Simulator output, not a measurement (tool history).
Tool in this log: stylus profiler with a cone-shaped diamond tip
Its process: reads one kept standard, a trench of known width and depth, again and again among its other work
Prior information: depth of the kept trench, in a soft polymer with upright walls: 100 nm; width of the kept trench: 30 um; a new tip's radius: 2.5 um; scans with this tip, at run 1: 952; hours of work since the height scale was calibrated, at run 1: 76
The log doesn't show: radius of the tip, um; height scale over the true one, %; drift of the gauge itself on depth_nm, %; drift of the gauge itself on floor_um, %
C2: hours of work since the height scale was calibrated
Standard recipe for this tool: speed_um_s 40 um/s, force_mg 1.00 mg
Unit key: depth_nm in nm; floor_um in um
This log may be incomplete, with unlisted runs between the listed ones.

Run 1, hour 0.0: usual settings; scans with this tip 952; C2 76. Result: depth_nm 100.90 nm, floor_um 28.31 um.
Run 2, hour 23.3: usual settings but force_mg 0.49 mg; scans with this tip 1129; C2 91. Result: depth_nm 100.56 nm, floor_um 28.23 um.
Run 3, hour 49.9: usual settings; scans with this tip 1331; C2 107. Result: depth_nm 100.89 nm, floor_um 28.30 um.
Run 4, hour 71.6: usual settings; scans with this tip 1495; C2 120. Result: depth_nm 100.89 nm, floor_um 28.29 um.
Run 5, hour 94.6: usual settings but force_mg 0.35 mg; scans with this tip 1670; C2 134. Result: depth_nm 100.45 nm, floor_um 28.11 um.
Run 6, hour 118.6: usual settings but force_mg 0.35 mg; scans with this tip 1852; C2 149. Result: depth_nm 100.45 nm, floor_um 28.15 um.
Run 7, hour 131.9: usual settings but force_mg 0.35 mg; scans with this tip 1953; C2 157. Result: depth_nm 100.41 nm, floor_um 28.11 um.
Run 8, hour 150.2: usual settings but speed_um_s 145 um/s; scans with this tip 2092; C2 168. Result: depth_nm 100.92 nm, floor_um 27.77 um.
Run 9, hour 176.1: usual settings but speed_um_s 145 um/s; scans with this tip 2288; C2 184. Result: depth_nm 100.89 nm, floor_um 27.78 um.
Run 10, hour 193.0: usual settings but speed_um_s 145 um/s; scans with this tip 2416; C2 194. Result: depth_nm 100.89 nm, floor_um 27.79 um.
Run 11, hour 213.6: usual settings but force_mg 1.08 mg; scans with this tip 2572; C2 207. Result: depth_nm 100.95 nm, floor_um 28.23 um.
Run 12, hour 230.1: usual settings but force_mg 1.08 mg; scans with this tip 2698; C2 217. Result: depth_nm 100.95 nm, floor_um 28.24 um.
Run 13, hour 247.8: usual settings; scans with this tip 2832; C2 227. Result: depth_nm 100.93 nm, floor_um 28.22 um.
Run 14, hour 274.6: usual settings but speed_um_s 81 um/s, force_mg 1.50 mg; scans with this tip 3035; C2 244. Result: depth_nm 101.19 nm, floor_um 28.04 um.
Run 15, hour 292.2: usual settings but speed_um_s 100 um/s, force_mg 1.87 mg; scans with this tip 3169; C2 254. Result: depth_nm 101.40 nm, floor_um 28.06 um.
Run 16, hour 309.1: usual settings but speed_um_s 100 um/s, force_mg 1.87 mg; scans with this tip 3297; C2 265. Result: depth_nm 101.40 nm, floor_um 27.99 um.
Run 17, hour 332.3: usual settings but speed_um_s 53 um/s, force_mg 0.73 mg; scans with this tip 3473; C2 279. Result: depth_nm 100.77 nm, floor_um 28.07 um.

Expected results for the next run?
Run 18, hour 351.3: usual settings but speed_um_s 23 um/s, force_mg 2.82 mg; scans with this tip 3617; C2 290. Result: depth_nm ?, floor_um ?.

depth_nm: 101.85 nm
floor_um: 28.29 um
Without the tool's hidden state the same run would have given depth_nm 101.80 nm, floor_um 28.57 um.
